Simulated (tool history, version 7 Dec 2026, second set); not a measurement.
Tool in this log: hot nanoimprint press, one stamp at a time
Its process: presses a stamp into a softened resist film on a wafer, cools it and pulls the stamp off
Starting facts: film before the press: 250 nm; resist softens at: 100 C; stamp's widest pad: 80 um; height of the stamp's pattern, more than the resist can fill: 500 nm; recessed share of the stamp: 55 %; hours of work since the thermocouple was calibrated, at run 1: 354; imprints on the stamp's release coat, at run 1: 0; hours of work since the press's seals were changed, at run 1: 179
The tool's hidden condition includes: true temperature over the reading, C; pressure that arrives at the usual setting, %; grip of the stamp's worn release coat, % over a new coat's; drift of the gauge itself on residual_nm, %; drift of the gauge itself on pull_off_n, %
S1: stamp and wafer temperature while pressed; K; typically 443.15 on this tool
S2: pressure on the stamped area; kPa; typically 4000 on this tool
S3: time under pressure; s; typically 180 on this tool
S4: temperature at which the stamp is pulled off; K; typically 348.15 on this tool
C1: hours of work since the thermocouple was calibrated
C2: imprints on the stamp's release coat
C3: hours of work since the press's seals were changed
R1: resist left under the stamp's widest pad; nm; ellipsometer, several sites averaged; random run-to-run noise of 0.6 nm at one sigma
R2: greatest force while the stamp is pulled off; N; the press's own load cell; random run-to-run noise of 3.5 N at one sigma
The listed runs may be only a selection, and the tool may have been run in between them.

| run | hour | S1 | S2 | S3 | S4 | C1 | C2 | C3 | R1 | R2 |
|---|---|---|---|---|---|---|---|---|---|---|
| 1 | 0.0 | 443.15 | 4000 | 180 | 348.15 | 354 | 0 | 179 | 102.2 | 171 |
| 2 | 13.4 | 443.15 | 4000 | 180 | 348.15 | 363 | 59 | 188 | 101.8 | 181 |
| 3 | 28.7 | 443.15 | 4000 | 180 | 348.15 | 373 | 128 | 198 | 103.2 | 183 |
| 4 | 57.2 | 443.15 | 4000 | 180 | 348.15 | 391 | 255 | 216 | 102.0 | 181 |
|  | 68.2 | plate thermocouple calibrated |
| 5 | 79.8 | 443.15 | 4000 | 180 | 348.15 | 7 | 342 | 229 | 104.1 | 194 |
| 6 | 91.7 | 443.15 | 3060 | 180 | 348.15 | 15 | 395 | 237 | 116.1 | 198 |
| 7 | 116.7 | 443.15 | 4000 | 180 | 348.15 | 31 | 507 | 253 | 105.0 | 208 |
| 8 | 130.7 | 443.15 | 4000 | 180 | 348.15 | 40 | 569 | 262 | 104.7 | 194 |
| 9 | 146.3 | 448.15 | 4000 | 180 | 338.15 | 50 | 639 | 272 | 84.1 | 254 |
| 10 | 169.8 | 448.15 | 4000 | 180 | 338.15 | 66 | 743 | 287 | 84.4 | 260 |
| 11 | 185.0 | 448.15 | 4000 | 180 | 338.15 | 75 | 811 | 297 | 85.1 | 264 |
|  | 192.7 | stamp cleaned and given a new release coat |
|  | 198.5 | plate thermocouple calibrated, once more |
| 12 | 206.8 | 448.15 | 4000 | 180 | 338.15 | 5 | 50 | 305 | 77.9 | 220 |
| 13 | 232.5 | 443.15 | 4000 | 95 | 348.15 | 22 | 164 | 322 | 125.6 | 170 |
| 14 | 248.8 | 442.15 | 4490 | 309 | 340.15 | 32 | 237 | 332 | 76.3 | 223 |
| 15 | 270.0 | 452.15 | 4000 | 113 | 339.15 | 46 | 331 | 346 | 83.8 | 225 |
| 16 | 287.2 | 443.15 | 5360 | 105 | 348.15 | 57 | 408 | 357 | 108.9 | 190 |

Results per run with the tool's hidden condition removed, run-to-run variation unchanged:
| run | R1 | R2 |
|---|---|---|
| 1 | 96.8 | 166 |
| 2 | 96.3 | 173 |
| 3 | 97.5 | 172 |
| 4 | 96.1 | 166 |
| 5 | 96.6 | 174 |
| 6 | 108.3 | 175 |
| 7 | 97.3 | 180 |
| 8 | 96.8 | 165 |
| 9 | 77.6 | 216 |
| 10 | 77.7 | 216 |
| 11 | 78.2 | 216 |
| 12 | 77.3 | 218 |
| 13 | 124.5 | 164 |
| 14 | 75.2 | 212 |
| 15 | 82.6 | 210 |
| 16 | 106.8 | 175 |
